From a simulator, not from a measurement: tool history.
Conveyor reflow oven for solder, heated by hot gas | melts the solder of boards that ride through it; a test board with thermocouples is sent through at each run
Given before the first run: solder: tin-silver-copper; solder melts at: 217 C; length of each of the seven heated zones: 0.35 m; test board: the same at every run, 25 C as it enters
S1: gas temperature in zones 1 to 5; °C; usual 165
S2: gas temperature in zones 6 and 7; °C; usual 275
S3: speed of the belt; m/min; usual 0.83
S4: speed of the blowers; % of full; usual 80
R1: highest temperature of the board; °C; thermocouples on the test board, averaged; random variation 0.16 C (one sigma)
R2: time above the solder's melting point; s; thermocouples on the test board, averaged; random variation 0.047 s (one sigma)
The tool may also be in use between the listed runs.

Run 1, day 0: usual settings. Result: R1 260 °C, R2 39.73 s.
Run 2, day 0.542: usual settings. Result: R1 260 °C, R2 39.57 s.
Run 3, day 1.083: usual settings. Result: R1 259.8 °C, R2 39.58 s.
Run 4, day 1.846: usual settings. Result: R1 262.4 °C, R2 40.84 s.
Run 5, day 2.158: usual settings but S1 154 °C. Result: R1 260.8 °C, R2 38.34 s.
Run 6, day 2.875: usual settings but S3 0.715 m/min. Result: R1 266 °C, R2 49.52 s.
Run 7, day 3.538: usual settings but S3 0.715 m/min. Result: R1 266.1 °C, R2 49.49 s.
Run 8, day 3.867: usual settings but S3 0.715 m/min. Result: R1 266 °C, R2 49.5 s.
Run 9, day 4.229: usual settings but S3 0.715 m/min. Result: R1 266 °C, R2 49.46 s.
Run 10, day 4.8: usual settings but S3 0.715 m/min. Result: R1 266.3 °C, R2 49.47 s.
Run 11, day 5.5: usual settings but S3 0.676 m/min. Result: R1 267.5 °C, R2 53.12 s.
Run 12, day 5.888: usual settings but S1 163 °C, S3 0.676 m/min. Result: R1 267.2 °C, R2 52.5 s.
Run 13, day 6.775: usual settings but S3 0.677 m/min. Result: R1 267.4 °C, R2 52.86 s.
Run 14, day 7.317: usual settings but S3 0.677 m/min. Result: R1 267.3 °C, R2 52.98 s.
Run 15, day 7.988: usual settings. Result: R1 262 °C, R2 40.66 s.
Run 16, day 8.533: usual settings. Result: R1 262 °C, R2 40.58 s.
Run 17, day 9.133: usual settings but S1 161 °C, S2 276 °C, S3 0.949 m/min, S4 61 % of full. Result: R1 250.4 °C, R2 29.03 s.
Run 18, day 9.508: usual settings but S1 160 °C, S2 266 °C, S3 0.881 m/min, S4 63 % of full. Result: R1 245.7 °C, R2 29.14 s.
Run 19, day 10.129: usual settings but S2 278 °C, S4 52 % of full. Result: R1 254.7 °C, R2 36.34 s.
Run 20, day 10.525: usual settings but S2 278 °C, S4 52 % of full. Result: R1 254.6 °C, R2 36.18 s.
Run 21, day 11.192: usual settings but S2 286 °C, S4 52 % of full. Result: R1 261.5 °C, R2 39.27 s.
Run 22, day 11.612: usual settings but S1 163 °C, S2 286 °C, S4 54 % of full. Result: R1 262.1 °C, R2 39.24 s.
Run 23, day 12.15: usual settings but S2 287 °C, S3 0.958 m/min, S4 59 % of full. Result: R1 259.3 °C, R2 32.92 s.
Run 24, day 12.621: usual settings but S2 287 °C, S3 0.958 m/min, S4 59 % of full. Result: R1 259.1 °C, R2 32.9 s.
Run 25, day 13.308: usual settings but S1 179 °C, S2 276 °C, S3 0.746 m/min, S4 51 % of full. Result: R1 259.3 °C, R2 46.71 s.
Run 26, day 14.058: usual settings but S1 179 °C, S2 276 °C, S3 0.746 m/min, S4 59 % of full. Result: R1 261.8 °C, R2 48.25 s.
Run 27, day 14.612: usual settings but S1 152 °C, S2 288 °C, S3 0.672 m/min, S4 77 % of full. Result: R1 278.1 °C, R2 54.11 s.
Run 28, day 15.075: usual settings but S3 0.892 m/min. Result: R1 259.2 °C, R2 36.41 s.
Run 29, day 15.783: usual settings but S2 270 °C, S3 0.787 m/min, S4 66 % of full. Result: R1 254.6 °C, R2 39.44 s.
Run 30, day 16.104: usual settings but S2 269 °C. Result: R1 255.7 °C, R2 38.3 s.

Not shown: 3 entries that the log had between the listed runs. Between which runs, and how does the tool's hidden state differ before and after?
In the gap between runs 3 and 4: flux residue cleaned out of gas plates and filters (day 1.442)
  heat that the gas passes to the board, % of a clean oven's: 89.9 -> 99.1; belt's true speed, % of the reading: 99.92 -> 99.9; true gas temperature in zones 6 and 7 over the reading, C: -0.07 -> -0.05
  measured less the result without the state, R1: -2.7 -> -0.3 °C; R2: -1.29 -> -0.06 s
In the gap between runs 12 and 13: belt drive overhauled, speed set with a stopwatch (day 6.1)
  heat that the gas passes to the board, % of a clean oven's: 97.6 -> 97.3; belt's true speed, % of the reading: 99.8 -> 99.73; true gas temperature in zones 6 and 7 over the reading, C: 0.05 -> 0.07
  measured less the result without the state, R1: -0.3 -> -0.4 °C; R2: -0.1 -> -0.06 s
In the gap between runs 15 and 16: belt drive overhauled, speed set with a stopwatch, once more (day 8.533)
  heat that the gas passes to the board, % of a clean oven's: 96.8 -> 96.7; belt's true speed, % of the reading: 99.7 -> 99.93; true gas temperature in zones 6 and 7 over the reading, C: 0.1 -> 0.11
  measured less the result without the state, R1: -0.6 -> -0.7 °C; R2: -0.18 -> -0.32 s

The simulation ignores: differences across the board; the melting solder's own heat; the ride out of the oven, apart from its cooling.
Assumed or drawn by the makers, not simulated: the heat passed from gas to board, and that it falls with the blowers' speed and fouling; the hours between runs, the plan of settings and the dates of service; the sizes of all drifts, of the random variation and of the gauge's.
